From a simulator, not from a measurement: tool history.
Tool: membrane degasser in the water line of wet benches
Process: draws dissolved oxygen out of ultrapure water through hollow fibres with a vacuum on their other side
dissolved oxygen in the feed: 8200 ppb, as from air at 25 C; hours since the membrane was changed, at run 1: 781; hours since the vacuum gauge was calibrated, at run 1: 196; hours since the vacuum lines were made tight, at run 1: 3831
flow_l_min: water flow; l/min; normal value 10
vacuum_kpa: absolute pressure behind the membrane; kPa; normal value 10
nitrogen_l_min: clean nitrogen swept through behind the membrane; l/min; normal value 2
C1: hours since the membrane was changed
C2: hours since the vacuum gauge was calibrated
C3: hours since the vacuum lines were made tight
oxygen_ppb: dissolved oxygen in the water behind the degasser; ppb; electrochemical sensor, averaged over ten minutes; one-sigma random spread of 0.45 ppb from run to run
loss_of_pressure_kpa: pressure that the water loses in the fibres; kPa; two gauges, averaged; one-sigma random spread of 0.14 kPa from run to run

{"run": 1, "hour": 0.0, "flow_l_min": 10, "vacuum_kpa": 10, "nitrogen_l_min": 2, "C1": 781, "C2": 196, "C3": 3831, "oxygen_ppb": 90.1, "loss_of_pressure_kpa": 43.18}
{"run": 2, "hour": 47.0, "flow_l_min": 10, "vacuum_kpa": 10, "nitrogen_l_min": 2, "C1": 828, "C2": 242, "C3": 3878, "oxygen_ppb": 89.7, "loss_of_pressure_kpa": 43.18}
{"run": 3, "hour": 89.6, "flow_l_min": 10, "vacuum_kpa": 10, "nitrogen_l_min": 2, "C1": 871, "C2": 285, "C3": 3921, "oxygen_ppb": 89.4, "loss_of_pressure_kpa": 43.27}
{"run": 4, "hour": 130.3, "flow_l_min": 10, "vacuum_kpa": 18.1, "nitrogen_l_min": 2, "C1": 911, "C2": 326, "C3": 3961, "oxygen_ppb": 190.3, "loss_of_pressure_kpa": 43.02}
{"run": 5, "hour": 158.1, "flow_l_min": 10, "vacuum_kpa": 10, "nitrogen_l_min": 2, "C1": 939, "C2": 354, "C3": 3989, "oxygen_ppb": 89.8, "loss_of_pressure_kpa": 43.41}
{"run": 6, "hour": 201.1, "flow_l_min": 10, "vacuum_kpa": 10, "nitrogen_l_min": 2, "C1": 982, "C2": 397, "C3": 4032, "oxygen_ppb": 90.1, "loss_of_pressure_kpa": 43.32}
{"hour": 224.8, "done": "seals of the vacuum lines changed"}
{"run": 7, "hour": 224.9, "flow_l_min": 10, "vacuum_kpa": 10, "nitrogen_l_min": 2, "C1": 1004, "C2": 418, "C3": 0, "oxygen_ppb": 85.4, "loss_of_pressure_kpa": 43.16}
{"run": 8, "hour": 244.2, "flow_l_min": 9, "vacuum_kpa": 10, "nitrogen_l_min": 2, "C1": 1023, "C2": 438, "C3": 19, "oxygen_ppb": 76.4, "loss_of_pressure_kpa": 38.85}
{"run": 9, "hour": 264.8, "flow_l_min": 9, "vacuum_kpa": 10, "nitrogen_l_min": 2, "C1": 1044, "C2": 458, "C3": 40, "oxygen_ppb": 76.9, "loss_of_pressure_kpa": 39.09}
{"run": 10, "hour": 285.4, "flow_l_min": 9, "vacuum_kpa": 10, "nitrogen_l_min": 2, "C1": 1064, "C2": 479, "C3": 61, "oxygen_ppb": 76.1, "loss_of_pressure_kpa": 38.75}
{"run": 11, "hour": 323.4, "flow_l_min": 9, "vacuum_kpa": 10, "nitrogen_l_min": 2, "C1": 1102, "C2": 517, "C3": 99, "oxygen_ppb": 77.6, "loss_of_pressure_kpa": 38.91}
{"run": 12, "hour": 355.3, "flow_l_min": 10, "vacuum_kpa": 10, "nitrogen_l_min": 2, "C1": 1134, "C2": 549, "C3": 130, "oxygen_ppb": 85.6, "loss_of_pressure_kpa": 43.16}
{"run": 13, "hour": 398.5, "flow_l_min": 10, "vacuum_kpa": 10, "nitrogen_l_min": 2, "C1": 1177, "C2": 592, "C3": 174, "oxygen_ppb": 86.3, "loss_of_pressure_kpa": 43.58}
{"run": 14, "hour": 431.2, "flow_l_min": 10, "vacuum_kpa": 10, "nitrogen_l_min": 2, "C1": 1210, "C2": 625, "C3": 206, "oxygen_ppb": 85.4, "loss_of_pressure_kpa": 43.39}
{"run": 15, "hour": 454.9, "flow_l_min": 14, "vacuum_kpa": 10, "nitrogen_l_min": 2, "C1": 1234, "C2": 648, "C3": 230, "oxygen_ppb": 122.4, "loss_of_pressure_kpa": 60.75}
{"run": 16, "hour": 485.6, "flow_l_min": 14, "vacuum_kpa": 10, "nitrogen_l_min": 2, "C1": 1265, "C2": 679, "C3": 261, "oxygen_ppb": 122.8, "loss_of_pressure_kpa": 60.49}
{"run": 17, "hour": 529.2, "flow_l_min": 10, "vacuum_kpa": 18.1, "nitrogen_l_min": 4.37, "C1": 1308, "C2": 723, "C3": 304, "oxygen_ppb": 87.4, "loss_of_pressure_kpa": 43.32}
{"run": 18, "hour": 551.2, "flow_l_min": 10, "vacuum_kpa": 18.1, "nitrogen_l_min": 4.37, "C1": 1330, "C2": 745, "C3": 326, "oxygen_ppb": 87.8, "loss_of_pressure_kpa": 43.33}
{"run": 19, "hour": 595.6, "flow_l_min": 13, "vacuum_kpa": 10, "nitrogen_l_min": 1.87, "C1": 1375, "C2": 789, "C3": 371, "oxygen_ppb": 121.8, "loss_of_pressure_kpa": 56.33}
{"run": 20, "hour": 626.8, "flow_l_min": 14, "vacuum_kpa": 10, "nitrogen_l_min": 2, "C1": 1406, "C2": 820, "C3": 402, "oxygen_ppb": 123.6, "loss_of_pressure_kpa": 60.9}
{"run": 21, "hour": 661.5, "flow_l_min": 10, "vacuum_kpa": 15.5, "nitrogen_l_min": 1.24, "C1": 1440, "C2": 855, "C3": 437, "oxygen_ppb": 237.8, "loss_of_pressure_kpa": 43.33}
{"run": 22, "hour": 701.7, "flow_l_min": 10, "vacuum_kpa": 15.5, "nitrogen_l_min": 1.24, "C1": 1481, "C2": 895, "C3": 477, "oxygen_ppb": 235.9, "loss_of_pressure_kpa": 43.41}
{"run": 23, "hour": 733.6, "flow_l_min": 10, "vacuum_kpa": 10, "nitrogen_l_min": 1.68, "C1": 1513, "C2": 927, "C3": 509, "oxygen_ppb": 100.9, "loss_of_pressure_kpa": 43.43}

Some steps in oxygen_ppb between neighbouring runs. How much of each would the tool show without its hidden state too (settings, what came in, random variation), and how much is left for the hidden state, with any gauge scatter that isn't in both results?
Unlogged tool condition in this case: membrane still open, %; true pressure behind the membrane over the reading, kPa; air that leaks in behind the membrane, l/min; drift of the gauge itself on oxygen_ppb, %; drift of the gauge itself on loss_of_pressure_kpa, %.
Run 3 -> 4: vacuum_kpa 10 -> 18.1. oxygen_ppb +100.9 ppb: hidden state +5.7, all else +95.2.
Run 4 -> 5: vacuum_kpa 18.1 -> 10. oxygen_ppb -100.5 ppb: hidden state -5.5, all else -95.
Run 20 -> 21: flow_l_min 14 -> 10, vacuum_kpa 10 -> 15.5, nitrogen_l_min 2 -> 1.24. oxygen_ppb +114.2 ppb: hidden state +1.4, all else +112.8.
Run 22 -> 23: vacuum_kpa 15.5 -> 10, nitrogen_l_min 1.24 -> 1.68. oxygen_ppb -135 ppb: hidden state -1.5, all else -133.5.
